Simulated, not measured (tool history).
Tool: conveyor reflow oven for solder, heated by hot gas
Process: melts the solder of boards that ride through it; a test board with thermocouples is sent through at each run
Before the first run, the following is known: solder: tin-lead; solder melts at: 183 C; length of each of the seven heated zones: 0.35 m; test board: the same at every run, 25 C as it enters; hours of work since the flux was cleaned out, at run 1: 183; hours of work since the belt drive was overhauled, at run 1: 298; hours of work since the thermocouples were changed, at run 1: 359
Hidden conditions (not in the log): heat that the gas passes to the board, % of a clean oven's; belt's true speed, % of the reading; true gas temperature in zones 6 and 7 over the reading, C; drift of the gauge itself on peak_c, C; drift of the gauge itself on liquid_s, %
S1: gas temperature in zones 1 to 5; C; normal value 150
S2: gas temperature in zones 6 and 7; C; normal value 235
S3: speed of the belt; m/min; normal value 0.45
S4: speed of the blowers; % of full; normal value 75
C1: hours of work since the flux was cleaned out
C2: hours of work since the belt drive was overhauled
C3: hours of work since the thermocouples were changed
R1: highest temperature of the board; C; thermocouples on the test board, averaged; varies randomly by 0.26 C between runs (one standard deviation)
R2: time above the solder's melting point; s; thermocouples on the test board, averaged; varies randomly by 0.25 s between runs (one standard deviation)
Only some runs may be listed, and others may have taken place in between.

run   hour   S1   S2     S3  S4   C1   C2   C3     R1     R2
  1      0  150  235   0.45  75  183  298  359  219.1   77.9
  2   35.6  150  235   0.45  75  209  325  385  218.7   77.6
  3   67.9  150  235   0.45  75  233  349  409  218.4   77.4
  4  124.7  150  235   0.45  75  275  391  451    218     77
  5  173.3  150  235   0.45  75  311  427  487  217.9     77
  6  212.1  150  235   0.45  69  340  456  516  215.9   74.7
     222.6  -- flux residue cleaned out of gas plates and filters
  7  277.9  150  235   0.45  69   41  501  561  214.4     73
  8  313.6  150  244   0.45  75   68  527  588  223.5   81.6
  9  345.9  156  245  0.368  85   92  551  612  232.9  112.3
 10  410.4  150  235  0.417  75  139  599  659  217.5   82.9
 11  447.3  157  232  0.452  61  167  627  687  210.3   71.3
       458  -- flux residue cleaned out of gas plates and filters, once more
       460  -- thermocouples of zones 6 and 7 changed
 12  494.5  157  232  0.452  61   26  656   26  216.8   79.5
 13  535.5  157  232  0.452  61   56  687   56  216.6   79.1
 14  595.7  158  235   0.45  75  101  731  101  221.9   85.9
     636.2  -- belt drive overhauled, speed set with a stopwatch
 15  666.7  158  235   0.45  75  150   23  150  221.1   83.7

5 options for the next run, each taken on its own from the tool as it stands now. Forecast them:
  A  725.5  141  230   0.45  61  194  66  194   ?   ?
  B  725.5  157  235   0.45  77  194  66  194   ?   ?
  C  725.5  151  235  0.478  62  194  66  194   ?   ?
  D  725.5  149  235   0.45  62  194  66  194   ?   ?
  E  725.5  143  235   0.45  76  194  66  194   ?   ?

run     R1    R2
  A  209.7  61.6
  B  221.3  83.4
  C    214  67.5
  D    216  72.9
  E  218.6  73.4
Stripped of hidden state, with their random variation kept, the same runs would have yielded:
run     R1    R2
  A  211.8  64.7
  B  223.3    85
  C  216.2    70
  D    218  75.3
  E  220.9  75.8

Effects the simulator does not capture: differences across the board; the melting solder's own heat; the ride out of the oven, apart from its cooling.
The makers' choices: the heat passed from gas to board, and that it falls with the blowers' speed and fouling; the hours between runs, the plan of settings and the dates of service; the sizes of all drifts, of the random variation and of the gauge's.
